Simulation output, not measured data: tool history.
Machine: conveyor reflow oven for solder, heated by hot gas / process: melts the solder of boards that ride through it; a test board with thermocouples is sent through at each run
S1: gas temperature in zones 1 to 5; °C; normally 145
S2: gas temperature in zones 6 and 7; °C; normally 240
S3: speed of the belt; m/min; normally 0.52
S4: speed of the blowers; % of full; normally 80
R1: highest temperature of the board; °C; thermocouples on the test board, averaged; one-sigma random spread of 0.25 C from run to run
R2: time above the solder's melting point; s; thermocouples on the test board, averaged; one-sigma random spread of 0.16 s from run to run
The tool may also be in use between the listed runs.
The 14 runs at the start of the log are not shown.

Run 15, hour 152.7: usual settings. Result: R1 225.9 °C, R2 79.6 s.
Run 16, hour 161.8: usual settings but S1 148 °C, S2 241 °C, S3 0.482 m/min, S4 65 % of full. Result: R1 227.1 °C, R2 88.4 s.
Run 17, hour 168.3: usual settings but S1 153 °C, S4 56 % of full. Result: R1 223.1 °C, R2 81 s.
Run 18, hour 182: usual settings but S1 153 °C, S4 56 % of full. Result: R1 222.8 °C, R2 80.9 s.
Run 19, hour 192.6: usual settings but S1 155 °C, S2 255 °C, S3 0.59 m/min, S4 76 % of full. Result: R1 235.5 °C, R2 79.9 s.
Run 20, hour 200.9: usual settings but S1 141 °C, S3 0.557 m/min, S4 51 % of full. Result: R1 216.1 °C, R2 63.3 s.
Run 21, hour 212.1: usual settings but S1 133 °C, S2 231 °C, S3 0.59 m/min, S4 55 % of full. Result: R1 205.5 °C, R2 45.3 s.
Run 22, hour 219.1: usual settings but S1 149 °C, S2 231 °C, S3 0.525 m/min, S4 55 % of full. Result: R1 214.1 °C, R2 69.8 s.
Run 23, hour 229.5: usual settings but S2 233 °C, S4 68 % of full. Result: R1 217.7 °C, R2 72.8 s.
Run 24, hour 236.8: usual settings but S1 156 °C, S4 62 % of full. Result: R1 224.8 °C, R2 83.9 s.

Predict the results of run 25:
Run 25, hour 250.2: usual settings but S1 156 °C, S4 62 % of full. Result: R1 ?, R2 ?.

{"run 25": {"R1": 224.6, "R2": 84}}
Had the tool carried no hidden state, the very same run would have given R1 223.8 °C, R2 83.1 s.
